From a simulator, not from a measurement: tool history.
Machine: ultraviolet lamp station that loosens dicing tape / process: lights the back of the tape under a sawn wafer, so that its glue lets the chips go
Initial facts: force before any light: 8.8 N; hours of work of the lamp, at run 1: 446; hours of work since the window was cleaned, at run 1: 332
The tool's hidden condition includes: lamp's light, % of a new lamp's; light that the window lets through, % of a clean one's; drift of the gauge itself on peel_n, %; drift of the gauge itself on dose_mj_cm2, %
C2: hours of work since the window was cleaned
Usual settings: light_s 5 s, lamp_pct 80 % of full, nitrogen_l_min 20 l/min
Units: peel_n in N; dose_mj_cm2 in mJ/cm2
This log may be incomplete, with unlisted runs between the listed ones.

{"run": 1, "day": 0.0, "light_s": 5, "lamp_pct": 80, "nitrogen_l_min": 20, "hours of work of the lamp": 446, "C2": 332, "peel_n": 0.504, "dose_mj_cm2": 354}
{"run": 2, "day": 1.092, "light_s": 5, "lamp_pct": 80, "nitrogen_l_min": 20, "hours of work of the lamp": 458, "C2": 344, "peel_n": 0.506, "dose_mj_cm2": 349}
{"run": 3, "day": 2.371, "light_s": 5, "lamp_pct": 80, "nitrogen_l_min": 20, "hours of work of the lamp": 472, "C2": 358, "peel_n": 0.499, "dose_mj_cm2": 348}
{"run": 4, "day": 2.921, "light_s": 4, "lamp_pct": 80, "nitrogen_l_min": 20, "hours of work of the lamp": 477, "C2": 364, "peel_n": 0.791, "dose_mj_cm2": 285}
{"run": 5, "day": 3.667, "light_s": 5, "lamp_pct": 80, "nitrogen_l_min": 20, "hours of work of the lamp": 486, "C2": 372, "peel_n": 0.472, "dose_mj_cm2": 352}
{"run": 6, "day": 5.004, "light_s": 5, "lamp_pct": 92, "nitrogen_l_min": 20, "hours of work of the lamp": 500, "C2": 386, "peel_n": 0.422, "dose_mj_cm2": 399}
{"run": 7, "day": 5.733, "light_s": 5, "lamp_pct": 92, "nitrogen_l_min": 20, "hours of work of the lamp": 508, "C2": 394, "peel_n": 0.403, "dose_mj_cm2": 392}
{"run": 8, "day": 6.8, "light_s": 5, "lamp_pct": 80, "nitrogen_l_min": 20, "hours of work of the lamp": 519, "C2": 406, "peel_n": 0.516, "dose_mj_cm2": 340}
{"run": 9, "day": 8.008, "light_s": 5, "lamp_pct": 63, "nitrogen_l_min": 20, "hours of work of the lamp": 532, "C2": 419, "peel_n": 0.817, "dose_mj_cm2": 269}
{"run": 10, "day": 8.783, "light_s": 5, "lamp_pct": 63, "nitrogen_l_min": 20, "hours of work of the lamp": 541, "C2": 427, "peel_n": 0.848, "dose_mj_cm2": 267}
{"run": 11, "day": 10.012, "light_s": 5, "lamp_pct": 63, "nitrogen_l_min": 20, "hours of work of the lamp": 554, "C2": 440, "peel_n": 0.826, "dose_mj_cm2": 270}
{"day": 10.112, "done": "window cleaned of glue's vapour"}
{"run": 12, "day": 10.588, "light_s": 5, "lamp_pct": 63, "nitrogen_l_min": 20, "hours of work of the lamp": 560, "C2": 5, "peel_n": 0.84, "dose_mj_cm2": 260}
{"run": 13, "day": 11.55, "light_s": 5, "lamp_pct": 63, "nitrogen_l_min": 20, "hours of work of the lamp": 570, "C2": 16, "peel_n": 0.878, "dose_mj_cm2": 262}
{"run": 14, "day": 12.104, "light_s": 3, "lamp_pct": 63, "nitrogen_l_min": 20, "hours of work of the lamp": 576, "C2": 22, "peel_n": 2.064, "dose_mj_cm2": 158}
{"day": 12.383, "done": "window cleaned of glue's vapour, once more"}
{"run": 15, "day": 12.967, "light_s": 8, "lamp_pct": 80, "nitrogen_l_min": 8, "hours of work of the lamp": 586, "C2": 6, "peel_n": 0.437, "dose_mj_cm2": 558}
{"run": 16, "day": 14.258, "light_s": 3, "lamp_pct": 69, "nitrogen_l_min": 16, "hours of work of the lamp": 599, "C2": 20, "peel_n": 1.907, "dose_mj_cm2": 176}
{"run": 17, "day": 15.467, "light_s": 4, "lamp_pct": 85, "nitrogen_l_min": 9, "hours of work of the lamp": 613, "C2": 33, "peel_n": 1.315, "dose_mj_cm2": 292}
{"run": 18, "day": 16.817, "light_s": 4, "lamp_pct": 85, "nitrogen_l_min": 9, "hours of work of the lamp": 627, "C2": 48, "peel_n": 1.297, "dose_mj_cm2": 293}
{"run": 19, "day": 17.912, "light_s": 3, "lamp_pct": 85, "nitrogen_l_min": 11, "hours of work of the lamp": 639, "C2": 60, "peel_n": 1.868, "dose_mj_cm2": 219}
{"run": 20, "day": 18.475, "light_s": 3, "lamp_pct": 85, "nitrogen_l_min": 11, "hours of work of the lamp": 645, "C2": 66, "peel_n": 1.831, "dose_mj_cm2": 222}
{"run": 21, "day": 19.333, "light_s": 3, "lamp_pct": 85, "nitrogen_l_min": 11, "hours of work of the lamp": 654, "C2": 75, "peel_n": 1.808, "dose_mj_cm2": 218}
{"run": 22, "day": 20.296, "light_s": 3, "lamp_pct": 85, "nitrogen_l_min": 11, "hours of work of the lamp": 665, "C2": 85, "peel_n": 1.803, "dose_mj_cm2": 210}
{"run": 23, "day": 21.15, "light_s": 5, "lamp_pct": 80, "nitrogen_l_min": 16, "hours of work of the lamp": 674, "C2": 95, "peel_n": 0.655, "dose_mj_cm2": 336}
{"run": 24, "day": 22.183, "light_s": 5, "lamp_pct": 80, "nitrogen_l_min": 16, "hours of work of the lamp": 685, "C2": 106, "peel_n": 0.643, "dose_mj_cm2": 336}
{"run": 25, "day": 23.442, "light_s": 5, "lamp_pct": 80, "nitrogen_l_min": 16, "hours of work of the lamp": 699, "C2": 119, "peel_n": 0.627, "dose_mj_cm2": 331}
{"run": 26, "day": 24.358, "light_s": 2, "lamp_pct": 65, "nitrogen_l_min": 6, "hours of work of the lamp": 709, "C2": 129, "peel_n": 4.804, "dose_mj_cm2": 107}
{"run": 27, "day": 24.983, "light_s": 2, "lamp_pct": 65, "nitrogen_l_min": 6, "hours of work of the lamp": 715, "C2": 136, "peel_n": 4.551, "dose_mj_cm2": 111}
{"run": 28, "day": 25.762, "light_s": 6, "lamp_pct": 80, "nitrogen_l_min": 7, "hours of work of the lamp": 724, "C2": 144, "peel_n": 0.929, "dose_mj_cm2": 398}

4 options for the next run, each taken on its own from the tool as it stands now. Forecast them:
{"run": "A", "day": 26.992, "light_s": 8, "lamp_pct": 78, "nitrogen_l_min": 7, "hours of work of the lamp": 737, "C2": 158, "peel_n": "?", "dose_mj_cm2": "?"}
{"run": "B", "day": 26.992, "light_s": 2, "lamp_pct": 80, "nitrogen_l_min": 7, "hours of work of the lamp": 737, "C2": 158, "peel_n": "?", "dose_mj_cm2": "?"}
{"run": "C", "day": 26.992, "light_s": 6, "lamp_pct": 70, "nitrogen_l_min": 8, "hours of work of the lamp": 737, "C2": 158, "peel_n": "?", "dose_mj_cm2": "?"}
{"run": "D", "day": 26.992, "light_s": 8, "lamp_pct": 80, "nitrogen_l_min": 7, "hours of work of the lamp": 737, "C2": 158, "peel_n": "?", "dose_mj_cm2": "?"}

run=A peel_n=0.566 dose_mj_cm2=516
run=B peel_n=3.801 dose_mj_cm2=128
run=C peel_n=1.024 dose_mj_cm2=345
run=D peel_n=0.532 dose_mj_cm2=526
Had the tool no hidden state, the same runs would have come out as:
run=A peel_n=0.397 dose_mj_cm2=638
run=B peel_n=3.147 dose_mj_cm2=159
run=C peel_n=0.686 dose_mj_cm2=427
run=D peel_n=0.374 dose_mj_cm2=650

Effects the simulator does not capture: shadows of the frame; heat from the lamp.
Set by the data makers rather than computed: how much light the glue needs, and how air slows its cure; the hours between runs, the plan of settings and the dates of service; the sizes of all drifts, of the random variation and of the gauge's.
